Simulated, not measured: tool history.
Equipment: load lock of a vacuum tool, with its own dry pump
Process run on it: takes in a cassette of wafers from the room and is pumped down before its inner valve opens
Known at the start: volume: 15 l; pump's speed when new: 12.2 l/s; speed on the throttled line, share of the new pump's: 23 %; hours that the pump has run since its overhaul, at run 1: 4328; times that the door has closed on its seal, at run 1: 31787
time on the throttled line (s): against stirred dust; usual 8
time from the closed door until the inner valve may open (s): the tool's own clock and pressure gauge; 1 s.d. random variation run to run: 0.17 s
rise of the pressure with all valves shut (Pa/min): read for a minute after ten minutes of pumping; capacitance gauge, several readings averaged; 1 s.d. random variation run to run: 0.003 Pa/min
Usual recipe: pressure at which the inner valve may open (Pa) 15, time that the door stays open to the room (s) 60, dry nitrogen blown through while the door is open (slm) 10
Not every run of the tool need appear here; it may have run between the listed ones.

run	hour	time on the throttled line (s)	pressure at which the inner valve may open (Pa)	time that the door stays open to the room (s)	dry nitrogen blown through while the door is open (slm)	hours that the pump has run since its overhaul	times that the door has closed on its seal	incoming humidity of the room's air, %	time from the closed door until the inner valve may open (s)	rise of the pressure with all valves shut (Pa/min)
1	0.0	8	15	60	10	4328	31787	43.0	18.1	0.390
2	68.6	8	15	60	10	4396	32019	47.9	18.0	0.400
3	160.1	8	15	60	10	4488	32327	47.8	17.8	0.412
4	251.9	8	15	60	10	4580	32637	42.6	18.1	0.408
5	315.2	8	15	60	20	4643	32850	41.6	18.1	0.408
6	377.9	8	15	60	20	4706	33062	44.3	18.1	0.402
7	483.8	8	15	60	20	4812	33419	40.4	18.1	0.399
8	571.7	8	15	60	10	4900	33715	44.5	18.2	0.438
9	678.8	8	15	60	31	5007	34077	44.6	18.3	0.422
10	736.3	8	15	60	31	5064	34271	43.7	17.8	0.432
11	815.0	8	15	60	31	5143	34536	48.1	18.2	0.437
12	862.5	8	15	60	31	5190	34696	41.2	18.2	0.432
13	922.7	8	15	60	31	5250	34899	41.6	18.3	0.443
14	993.5	8	15	60	10	5321	35138	43.9	18.0	0.472
15	1095.1	7	15	60	10	5423	35481	46.1	17.7	0.472
16	1193.0	7	15	60	10	5521	35811	46.8	17.6	0.476
17	1265.9	7	15	60	10	5594	36057	42.6	17.4	0.471
18	1352.0	7	15	60	10	5680	36347	44.4	17.3	0.486
19	1458.9	8	15	46	10	5787	36708	42.0	18.4	0.485
20	1561.9	8	15	31	9	5890	37055	43.3	18.2	0.490
21	1621.1	8	16	49	4	5949	37255	49.0	18.5	0.515
22	1677.2	8	16	49	8	6005	37444	46.5	18.2	0.505
23	1769.2	8	13	202	17	6097	37754	42.7	18.3	0.552
24	1874.4	8	15	141	10	6202	38109	47.1	18.4	0.546
25	1960.9	16	20	29	6	6289	38401	47.0	24.0	0.524
26	2056.6	5	10	29	6	6384	38723	46.2	16.8	0.532
27	2109.4	5	14	133	27	6437	38902	43.0	16.5	0.540
28	2191.7	5	14	133	27	6519	39179	50.1	16.0	0.552
29	2284.9	5	14	133	27	6613	39494	47.3	16.2	0.557
30	2390.5	5	14	133	27	6718	39850	47.8	16.3	0.556
31	2453.8	8	16	63	10	6782	40063	45.1	18.5	0.573
32	2554.5	5	11	29	7	6882	40403	46.6	16.6	0.566
33	2616.7	4	14	52	23	6944	40612	43.8	16.0	0.564
34	2721.4	12	15	60	10	7049	40966	43.6	21.4	0.587
35	2814.3	9	15	60	30	7142	41279	45.6	19.7	0.575
36	2918.8	6	22	157	25	7247	41631	45.6	16.3	0.601

The next listed run, before its measurement:
37	2983.6	14	25	73	10	7311	41850	48.4	?	?

time from the closed door until the inner valve may open (s): 22.1
rise of the pressure with all valves shut (Pa/min): 0.611
Were there no unlogged condition in the tool, this run, its random variation unchanged, would have produced time from the closed door until the inner valve may open (s) 21.0, rise of the pressure with all valves shut (Pa/min) 0.055.
